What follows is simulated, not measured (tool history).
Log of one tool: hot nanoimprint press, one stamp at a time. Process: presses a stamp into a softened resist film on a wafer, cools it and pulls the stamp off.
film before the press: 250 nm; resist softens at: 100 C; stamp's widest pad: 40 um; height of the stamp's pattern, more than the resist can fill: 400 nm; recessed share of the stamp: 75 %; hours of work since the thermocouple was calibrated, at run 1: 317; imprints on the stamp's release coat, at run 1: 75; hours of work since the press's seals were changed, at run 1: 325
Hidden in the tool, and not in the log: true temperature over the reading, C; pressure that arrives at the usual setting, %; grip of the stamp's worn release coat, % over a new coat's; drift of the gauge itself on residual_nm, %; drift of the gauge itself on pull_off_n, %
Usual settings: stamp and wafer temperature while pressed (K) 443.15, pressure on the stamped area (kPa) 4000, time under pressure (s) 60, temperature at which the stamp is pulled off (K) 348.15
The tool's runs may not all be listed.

| run | hour | stamp and wafer temperature while pressed (K) | pressure on the stamped area (kPa) | time under pressure (s) | temperature at which the stamp is pulled off (K) | hours of work since the thermocouple was calibrated | imprints on the stamp's release coat | hours of work since the press's seals were changed | resist left under the stamp's widest pad (Å) | greatest force while the stamp is pulled off (N) |
|---|---|---|---|---|---|---|---|---|---|---|
| 1 | 0 | 443.15 | 4000 | 60 | 348.15 | 317 | 75 | 325 | 1012 | 231 |
|  | 31 | plate thermocouple calibrated |
| 2 | 31.9 | 443.15 | 4000 | 60 | 348.15 | 1 | 241 | 347 | 1027 | 242 |
| 3 | 51.9 | 443.15 | 4000 | 60 | 348.15 | 16 | 356 | 362 | 1037 | 254 |
| 4 | 72.9 | 443.15 | 4000 | 35 | 348.15 | 32 | 478 | 378 | 1271 | 255 |
| 5 | 90.7 | 443.15 | 4000 | 35 | 348.15 | 46 | 580 | 392 | 1284 | 272 |
| 6 | 117.1 | 443.15 | 4000 | 35 | 348.15 | 66 | 732 | 412 | 1291 | 278 |
| 7 | 140.7 | 443.15 | 4000 | 35 | 348.15 | 84 | 868 | 430 | 1293 | 272 |
| 8 | 167.3 | 443.15 | 4000 | 60 | 348.15 | 105 | 1021 | 451 | 1067 | 294 |
|  | 198 | plate thermocouple calibrated, once more |
| 9 | 198.7 | 443.15 | 4000 | 60 | 348.15 | 1 | 1185 | 473 | 936 | 293 |
| 10 | 211.6 | 443.15 | 4000 | 60 | 348.15 | 10 | 1260 | 483 | 939 | 291 |
| 11 | 224.3 | 443.15 | 4000 | 60 | 348.15 | 20 | 1332 | 492 | 941 | 285 |
| 12 | 244.4 | 443.15 | 4000 | 60 | 348.15 | 36 | 1448 | 508 | 951 | 317 |
| 13 | 262.5 | 443.15 | 4000 | 60 | 348.15 | 50 | 1553 | 522 | 945 | 310 |
| 14 | 284.2 | 443.15 | 4000 | 60 | 348.15 | 66 | 1678 | 538 | 957 | 324 |
| 15 | 299.3 | 443.15 | 4000 | 60 | 348.15 | 78 | 1765 | 550 | 953 | 331 |
| 16 | 313.8 | 443.15 | 4000 | 60 | 348.15 | 89 | 1848 | 561 | 961 | 339 |
|  | 340.1 | stamp cleaned and given a new release coat |
| 17 | 347.3 | 436.15 | 4000 | 60 | 348.15 | 110 | 42 | 582 | 1385 | 229 |
| 18 | 363 | 445.15 | 4000 | 59 | 348.15 | 122 | 132 | 594 | 873 | 239 |
| 19 | 380.3 | 445.15 | 4000 | 59 | 348.15 | 135 | 232 | 608 | 887 | 231 |
| 20 | 398.7 | 431.15 | 4000 | 59 | 344.15 | 149 | 338 | 622 | 1747 | 259 |
| 21 | 425.7 | 443.15 | 3260 | 60 | 348.15 | 170 | 494 | 642 | 1069 | 252 |
| 22 | 451 | 443.15 | 4000 | 60 | 350.15 | 190 | 639 | 662 | 980 | 253 |
| 23 | 466.2 | 451.15 | 4000 | 60 | 350.15 | 201 | 727 | 673 | 642 | 257 |
| 24 | 487.2 | 443.15 | 5060 | 81 | 348.15 | 217 | 848 | 690 | 788 | 282 |
| 25 | 514.7 | 435.15 | 2930 | 37 | 339.15 | 238 | 1006 | 711 | 1860 | 326 |
| 26 | 537.7 | 450.15 | 5390 | 60 | 335.15 | 256 | 1138 | 728 | 609 | 345 |
| 27 | 566.7 | 446.15 | 5230 | 60 | 341.15 | 278 | 1306 | 751 | 767 | 341 |
| 28 | 588.9 | 445.15 | 4630 | 60 | 348.15 | 295 | 1434 | 768 | 862 | 327 |
| 29 | 607.1 | 443.15 | 4000 | 39 | 344.15 | 309 | 1539 | 782 | 1204 | 334 |

4 ways to go on from here, each from the tool as it stands after run 29. What would each give?
| A | 632.8 | 443.15 | 2960 | 39 | 344.15 | 329 | 1687 | 801 | ? | ? |
| B | 632.8 | 443.15 | 4000 | 94 | 351.15 | 329 | 1687 | 801 | ? | ? |
| C | 632.8 | 443.15 | 2630 | 39 | 344.15 | 329 | 1687 | 801 | ? | ? |
| D | 632.8 | 443.15 | 4000 | 34 | 348.15 | 329 | 1687 | 801 | ? | ? |

| run | resist left under the stamp's widest pad (Å) | greatest force while the stamp is pulled off (N) |
|---|---|---|
| A | 1354 | 359 |
| B | 852 | 316 |
| C | 1427 | 346 |
| D | 1272 | 331 |
Without the tool's hidden state the same runs would have given:
| run | resist left under the stamp's widest pad (Å) | greatest force while the stamp is pulled off (N) |
|---|---|---|
| A | 1242 | 241 |
| B | 764 | 211 |
| C | 1314 | 231 |
| D | 1159 | 222 |
